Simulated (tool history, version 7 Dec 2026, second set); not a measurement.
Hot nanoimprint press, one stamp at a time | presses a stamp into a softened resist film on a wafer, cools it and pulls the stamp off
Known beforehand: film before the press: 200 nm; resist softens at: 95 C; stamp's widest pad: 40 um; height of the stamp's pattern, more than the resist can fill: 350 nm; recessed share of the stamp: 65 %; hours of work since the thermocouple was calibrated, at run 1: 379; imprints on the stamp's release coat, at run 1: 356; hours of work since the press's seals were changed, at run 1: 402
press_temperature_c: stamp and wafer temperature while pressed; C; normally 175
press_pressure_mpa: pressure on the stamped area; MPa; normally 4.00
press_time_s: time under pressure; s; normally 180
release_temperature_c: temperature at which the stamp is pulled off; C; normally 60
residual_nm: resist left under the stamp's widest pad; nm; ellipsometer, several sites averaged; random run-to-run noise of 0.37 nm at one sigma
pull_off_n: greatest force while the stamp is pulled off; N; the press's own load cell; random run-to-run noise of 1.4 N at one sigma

run	day	press_temperature_c	press_pressure_mpa	press_time_s	release_temperature_c	hours of work since the thermocouple was calibrated	imprints on the stamp's release coat	hours of work since the press's seals were changed	residual_nm	pull_off_n
1	0.000	175	4.00	180	60	379	356	402	93.2	177
2	2.371	175	4.00	180	60	403	490	425	93.9	179
3	4.783	175	4.00	130	60	426	627	449	105.4	177
# day 6.238: plate thermocouple calibrated
4	6.238	175	4.00	180	60	0	702	462	92.6	178
5	7.750	175	4.00	180	60	15	787	477	93.3	177
# day 9.996: stamp cleaned and given a new release coat
6	10.429	175	4.00	180	60	39	25	501	93.3	177
7	11.792	175	4.00	175	60	52	102	514	94.2	178
8	13.712	180	4.00	175	60	71	210	533	79.5	178
9	15.412	180	4.00	175	60	87	306	549	79.7	177
10	17.575	175	4.00	180	60	109	428	571	93.8	177
11	19.271	175	4.00	180	60	125	524	587	94.2	176
12	21.767	175	4.00	180	60	150	665	612	94.3	177
13	23.162	175	4.00	180	60	163	744	625	94.0	180
14	24.404	175	4.00	180	60	175	814	637	93.9	177
# day 26.083: stamp cleaned and given a new release coat
15	26.667	175	4.00	148	60	195	33	657	101.3	176
16	28.288	165	3.02	116	63	211	125	673	157.2	164
17	29.792	165	3.02	241	63	226	210	688	130.1	164
18	32.217	165	3.02	241	63	249	347	712	131.8	165
19	33.758	180	4.00	180	60	264	434	727	80.0	180
20	35.004	171	2.65	128	60	277	504	739	138.7	177
21	36.946	171	2.65	128	60	296	614	758	139.2	180
22	38.817	175	4.00	180	68	314	720	776	95.4	139
23	40.750	175	4.00	180	61	333	829	795	95.0	170
# day 42.233: stamp cleaned and given a new release coat
24	42.233	184	4.00	180	60	345	0	807	70.1	178
25	43.462	184	4.00	180	60	357	69	819	70.1	177
# day 44.325: gauge calibrated
26	44.550	175	3.49	180	46	368	131	830	98.9	243
27	46.221	175	3.49	180	46	384	225	846	98.4	247
28	47.525	175	2.74	286	46	397	299	859	91.9	246
29	49.188	181	2.56	151	53	413	393	875	98.9	213

Some steps in residual_nm, run to run, broken into two amounts with sign: the step expected even without the hidden condition (settings, incoming material, random variation), and the rest, left for the hidden condition together with whatever gauge scatter is not in both the measured and the hidden-condition-free result:
Hidden state at play: true temperature over the reading, C; pressure that arrives at the usual setting, %; grip of the stamp's worn release coat, % over a new coat's; drift of the gauge itself on residual_nm, %; drift of the gauge itself on pull_off_n, %.
Run 15 -> 16: press_temperature_c 175 -> 165, press_pressure_mpa 4.00 -> 3.02, press_time_s 148 -> 116, release_temperature_c 60 -> 63. residual_nm +55.9 nm: hidden state +0.9, all else +55.0.
Run 19 -> 20: press_temperature_c 180 -> 171, press_pressure_mpa 4.00 -> 2.65, press_time_s 180 -> 128. residual_nm +58.7 nm: hidden state +1.2, all else +57.5.
Run 25 -> 26: press_temperature_c 184 -> 175, press_pressure_mpa 4.00 -> 3.49, release_temperature_c 60 -> 46, gauge calibrated. residual_nm +28.8 nm: hidden state -1.6, all else +30.4.
